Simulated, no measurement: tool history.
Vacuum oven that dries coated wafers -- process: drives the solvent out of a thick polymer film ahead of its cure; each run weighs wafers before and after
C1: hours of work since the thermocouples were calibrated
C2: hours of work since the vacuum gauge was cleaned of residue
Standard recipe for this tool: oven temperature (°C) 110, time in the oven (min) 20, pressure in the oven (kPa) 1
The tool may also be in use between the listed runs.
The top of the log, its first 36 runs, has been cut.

{"run": 37, "hour": 559.5, "oven temperature (°C)": 99, "time in the oven (min)": 16, "pressure in the oven (kPa)": 2.75, "C1": 1137, "C2": 972, "solvent left in the film (%)": 6.69}
{"run": 38, "hour": 572.9, "oven temperature (°C)": 99, "time in the oven (min)": 16, "pressure in the oven (kPa)": 2.75, "C1": 1148, "C2": 982, "solvent left in the film (%)": 6.69}
{"run": 39, "hour": 585.1, "oven temperature (°C)": 114, "time in the oven (min)": 16, "pressure in the oven (kPa)": 1.81, "C1": 1157, "C2": 991, "solvent left in the film (%)": 2.84}
{"run": 40, "hour": 601.4, "oven temperature (°C)": 96, "time in the oven (min)": 21, "pressure in the oven (kPa)": 0.76, "C1": 1170, "C2": 1004, "solvent left in the film (%)": 5.48}
{"run": 41, "hour": 621.2, "oven temperature (°C)": 96, "time in the oven (min)": 21, "pressure in the oven (kPa)": 0.76, "C1": 1185, "C2": 1019, "solvent left in the film (%)": 5.49}
{"run": 42, "hour": 636.9, "oven temperature (°C)": 100, "time in the oven (min)": 14, "pressure in the oven (kPa)": 1.07, "C1": 1197, "C2": 1032, "solvent left in the film (%)": 6.56}
{"run": 43, "hour": 653.9, "oven temperature (°C)": 120, "time in the oven (min)": 20, "pressure in the oven (kPa)": 1, "C1": 1211, "C2": 1045, "solvent left in the film (%)": 1.03}
{"run": 44, "hour": 668.5, "oven temperature (°C)": 96, "time in the oven (min)": 15, "pressure in the oven (kPa)": 0.63, "C1": 1222, "C2": 1056, "solvent left in the film (%)": 7.03}
{"run": 45, "hour": 681.6, "oven temperature (°C)": 113, "time in the oven (min)": 20, "pressure in the oven (kPa)": 3.22, "C1": 1232, "C2": 1066, "solvent left in the film (%)": 2.61}
{"run": 46, "hour": 701.7, "oven temperature (°C)": 113, "time in the oven (min)": 20, "pressure in the oven (kPa)": 3.22, "C1": 1248, "C2": 1082, "solvent left in the film (%)": 2.57}
{"run": 47, "hour": 711.2, "oven temperature (°C)": 113, "time in the oven (min)": 20, "pressure in the oven (kPa)": 3.22, "C1": 1255, "C2": 1089, "solvent left in the film (%)": 2.59}

Predict each of these 4 candidate next runs independently; none follows another, all start after run 47:
{"run": "A", "hour": 728.1, "oven temperature (°C)": 100, "time in the oven (min)": 20, "pressure in the oven (kPa)": 3.22, "C1": 1268, "C2": 1102, "solvent left in the film (%)": "?"}
{"run": "B", "hour": 728.1, "oven temperature (°C)": 109, "time in the oven (min)": 20, "pressure in the oven (kPa)": 3.22, "C1": 1268, "C2": 1102, "solvent left in the film (%)": "?"}
{"run": "C", "hour": 728.1, "oven temperature (°C)": 100, "time in the oven (min)": 22, "pressure in the oven (kPa)": 1, "C1": 1268, "C2": 1102, "solvent left in the film (%)": "?"}
{"run": "D", "hour": 728.1, "oven temperature (°C)": 105, "time in the oven (min)": 20, "pressure in the oven (kPa)": 0.58, "C1": 1268, "C2": 1102, "solvent left in the film (%)": "?"}

run=A solvent_left_in_the_film_(%)=5.51
run=B solvent_left_in_the_film_(%)=3.36
run=C solvent_left_in_the_film_(%)=4.4
run=D solvent_left_in_the_film_(%)=3.4
Had the tool no hidden state, the same runs would have come out as:
run=A solvent_left_in_the_film_(%)=5.52
run=B solvent_left_in_the_film_(%)=3.36
run=C solvent_left_in_the_film_(%)=4.4
run=D solvent_left_in_the_film_(%)=3.4
